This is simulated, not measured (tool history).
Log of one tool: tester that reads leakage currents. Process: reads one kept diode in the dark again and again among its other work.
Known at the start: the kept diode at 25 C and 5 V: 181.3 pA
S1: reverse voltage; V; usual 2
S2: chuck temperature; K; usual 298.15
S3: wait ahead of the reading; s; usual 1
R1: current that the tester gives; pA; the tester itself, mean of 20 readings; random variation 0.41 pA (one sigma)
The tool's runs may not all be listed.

| run | day | S1 | S2 | S3 | R1 |
|---|---|---|---|---|---|
| 1 | 0 | 2 | 298.15 | 1 | 145.51 |
| 2 | 0.908 | 2 | 298.15 | 1 | 146.34 |
| 3 | 2.346 | 2 | 298.15 | 1 | 145.85 |
| 4 | 4.046 | 2 | 298.15 | 1 | 145.91 |
| 5 | 4.929 | 2 | 298.15 | 2.46 | 146.06 |
| 6 | 5.917 | 2 | 298.15 | 2.46 | 146.76 |
| 7 | 6.729 | 2 | 298.15 | 2.46 | 146.56 |
| 8 | 7.771 | 2 | 313.15 | 1 | 485 |
| 9 | 8.733 | 2 | 298.15 | 1 | 146.77 |
| 10 | 10.392 | 2 | 298.15 | 1 | 146.79 |
| 11 | 11.95 | 2 | 307.15 | 1 | 305.29 |
| 12 | 13.471 | 2 | 307.15 | 1 | 306.62 |
| 13 | 15.096 | 3.95 | 307.15 | 1 | 379.74 |
| 14 | 16.95 | 3.95 | 293.15 | 1 | 121.71 |
| 15 | 18.496 | 3.95 | 293.15 | 1 | 120.82 |
| 16 | 20.321 | 3.95 | 293.15 | 1 | 121.3 |
|  | 21.596 | chuck's temperature calibrated |
| 17 | 21.629 | 6.71 | 293.15 | 2.27 | 133.58 |
| 18 | 22.646 | 2.02 | 293.15 | 1.54 | 89.82 |
| 19 | 23.95 | 19.62 | 296.15 | 3.71 | 247.92 |

The next listed run, before its measurement:
| 20 | 25.138 | 19.49 | 295.15 | 1.81 | ? |

Run 20 gave R1 228.82 pA.
Without the tool's hidden state the same run would have given R1 216.66 pA.
